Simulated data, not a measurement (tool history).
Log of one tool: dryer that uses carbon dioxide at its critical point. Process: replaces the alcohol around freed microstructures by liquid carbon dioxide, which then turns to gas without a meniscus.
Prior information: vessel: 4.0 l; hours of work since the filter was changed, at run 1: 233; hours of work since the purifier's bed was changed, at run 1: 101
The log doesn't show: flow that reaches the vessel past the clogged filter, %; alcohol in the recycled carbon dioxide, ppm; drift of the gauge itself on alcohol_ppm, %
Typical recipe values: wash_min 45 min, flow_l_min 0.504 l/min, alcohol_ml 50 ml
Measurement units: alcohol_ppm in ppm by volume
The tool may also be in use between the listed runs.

run,hour,wash_min,flow_l_min,alcohol_ml,hours of work since the filter was changed,hours of work since the purifier's bed was changed,alcohol_ppm
1,0.0,45,0.504,50,233,101,155
# hour 41.5: inlet filter changed
2,62.1,45,0.504,50,11,133,100
3,106.3,45,0.504,50,34,156,113
4,165.9,45,0.504,50,65,187,121
5,217.6,45,0.504,50,93,215,133
6,257.5,45,0.504,50,114,236,149
7,303.7,45,0.504,50,138,260,174
8,333.8,45,0.706,50,154,276,102
9,361.4,53,0.706,50,168,290,96
10,400.1,41,0.311,50,189,311,822
11,465.6,53,0.504,119,223,345,218
12,515.0,53,0.504,119,249,371,235
# hour 527.5: inlet filter changed
13,581.2,63,0.504,25,28,405,134
14,643.3,63,0.504,25,61,438,143
15,691.7,63,0.504,25,86,463,149
16,722.0,40,0.436,50,102,479,380
17,751.6,40,0.436,50,118,495,390
18,814.6,49,0.422,27,151,528,235

What if the next run were any one of these 4? Each begins from the tool's condition after run 18:
A,877.1,29,0.564,50,184,561,?
B,877.1,38,0.422,27,184,561,?
C,877.1,45,0.800,68,184,561,?
D,877.1,49,0.691,27,184,561,?

run,alcohol_ppm
A,530
B,376
C,181
D,183
The same runs, with their run-to-run variation unchanged, on a tool lacking any hidden condition would have given:
run,alcohol_ppm
A,240
B,132
C,5
D,12

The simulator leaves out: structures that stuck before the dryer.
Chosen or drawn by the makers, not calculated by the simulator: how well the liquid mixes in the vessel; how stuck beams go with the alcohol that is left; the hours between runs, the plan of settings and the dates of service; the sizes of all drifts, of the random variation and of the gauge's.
